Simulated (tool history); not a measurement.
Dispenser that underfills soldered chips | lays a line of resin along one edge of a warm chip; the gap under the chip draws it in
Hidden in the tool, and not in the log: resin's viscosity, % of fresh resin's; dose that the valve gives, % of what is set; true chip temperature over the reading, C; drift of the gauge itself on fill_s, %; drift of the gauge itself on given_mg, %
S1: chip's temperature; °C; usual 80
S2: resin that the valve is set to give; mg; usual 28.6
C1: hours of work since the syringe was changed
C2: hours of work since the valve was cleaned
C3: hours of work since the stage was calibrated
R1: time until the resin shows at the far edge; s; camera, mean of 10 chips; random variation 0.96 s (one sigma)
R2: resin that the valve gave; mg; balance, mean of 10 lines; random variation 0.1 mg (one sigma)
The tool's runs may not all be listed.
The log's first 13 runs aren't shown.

Run 14, day 2.108: usual settings; C1 4; C2 92; C3 80. Result: R1 127 s, R2 27.22 mg.
Run 15, day 2.271: usual settings; C1 7; C2 95; C3 83. Result: R1 158.1 s, R2 27.16 mg.
At day 2.367: new syringe of resin.
Run 16, day 2.438: usual settings; C1 1; C2 97; C3 85. Result: R1 102.7 s, R2 26.79 mg.
Run 17, day 2.596: usual settings; C1 4; C2 100; C3 88. Result: R1 128.7 s, R2 27.01 mg.
Run 18, day 2.762: usual settings; C1 7; C2 103; C3 91. Result: R1 163.1 s, R2 26.81 mg.
At day 2.825: new syringe of resin.
Run 19, day 2.983: usual settings; C1 3; C2 107; C3 95. Result: R1 116.2 s, R2 26.98 mg.
Run 20, day 3.192: usual settings but S2 27.9 mg; C1 7; C2 111; C3 99. Result: R1 156.3 s, R2 25.99 mg.
At day 3.275: new syringe of resin.
Run 21, day 3.433: usual settings but S2 27.9 mg; C1 3; C2 115; C3 103. Result: R1 118.8 s, R2 26.16 mg.
At day 3.583: dispensing valve cleaned and set on the balance.
Run 22, day 3.671: usual settings but S2 27.9 mg; C1 6; C2 2; C3 106. Result: R1 158.8 s, R2 27.82 mg.
At day 3.779: new syringe of resin.
Run 23, day 3.821: usual settings but S1 70 °C, S2 30.3 mg; C1 1; C2 4; C3 109. Result: R1 137.5 s, R2 30.27 mg.
Run 24, day 4.017: usual settings but S1 70 °C, S2 30.3 mg; C1 4; C2 8; C3 112. Result: R1 182.7 s, R2 30.37 mg.
At day 4.233: new syringe of resin.
Run 25, day 4.246: usual settings but S1 70 °C, S2 30.3 mg; C1 0; C2 11; C3 116. Result: R1 133.3 s, R2 30.15 mg.
Run 26, day 4.404: usual settings but S1 70 °C, S2 30.3 mg; C1 3; C2 14; C3 119. Result: R1 168.4 s, R2 30.09 mg.
Run 27, day 4.596: usual settings but S1 83 °C, S2 25.8 mg; C1 7; C2 18; C3 123. Result: R1 142.9 s, R2 25.54 mg.
At day 4.7: new syringe of resin.
Run 28, day 4.754: usual settings but S1 77 °C, S2 25.8 mg; C1 1; C2 20; C3 125. Result: R1 111.9 s, R2 25.49 mg.
Run 29, day 4.892: usual settings but S1 88 °C, S2 27.6 mg; C1 3; C2 23; C3 128. Result: R1 93.1 s, R2 27.32 mg.
Run 30, day 5.088: usual settings but S1 86 °C, S2 36.8 mg; C1 7; C2 26; C3 131. Result: R1 129.6 s, R2 36.26 mg.
At day 5.158: new syringe of resin.
Run 31, day 5.3: usual settings but S1 86 °C, S2 36.8 mg; C1 3; C2 30; C3 135. Result: R1 92.2 s, R2 36.2 mg.
Run 32, day 5.408: usual settings but S2 31.8 mg; C1 4; C2 32; C3 137. Result: R1 132.6 s, R2 31.33 mg.
Run 33, day 5.521: usual settings but S1 89 °C, S2 28 mg; C1 7; C2 34; C3 139. Result: R1 117.3 s, R2 27.64 mg.
At day 5.612: new syringe of resin.
Run 34, day 5.642: usual settings but S1 78 °C; C1 1; C2 36; C3 141. Result: R1 104.9 s, R2 27.99 mg.
Run 35, day 5.775: usual settings but S1 83 °C, S2 36.2 mg; C1 3; C2 38; C3 143. Result: R1 102.8 s, R2 35.43 mg.

4 ways to go on from here, each from the tool as it stands after run 35. What would each give?
Run A, day 6.021: usual settings but S1 93 °C, S2 30.3 mg; C1 7; C2 43; C3 148. Result: R1 ?, R2 ?.
Run B, day 6.021: usual settings but S1 88 °C, S2 36.9 mg; C1 7; C2 43; C3 148. Result: R1 ?, R2 ?.
Run C, day 6.021: usual settings but S1 75 °C, S2 36.2 mg; C1 7; C2 43; C3 148. Result: R1 ?, R2 ?.
Run D, day 6.021: usual settings but S1 68 °C, S2 34.4 mg; C1 7; C2 43; C3 148. Result: R1 ?, R2 ?.

run     R1     R2
  A  108.3   29.8
  B  126.3  36.22
  C  191.9  35.28
  D  244.2  33.84
Without the tool's hidden state the same runs would have given:
run     R1     R2
  A   60.2  30.43
  B   70.4  36.99
  C  106.3  36.03
  D    135  34.56

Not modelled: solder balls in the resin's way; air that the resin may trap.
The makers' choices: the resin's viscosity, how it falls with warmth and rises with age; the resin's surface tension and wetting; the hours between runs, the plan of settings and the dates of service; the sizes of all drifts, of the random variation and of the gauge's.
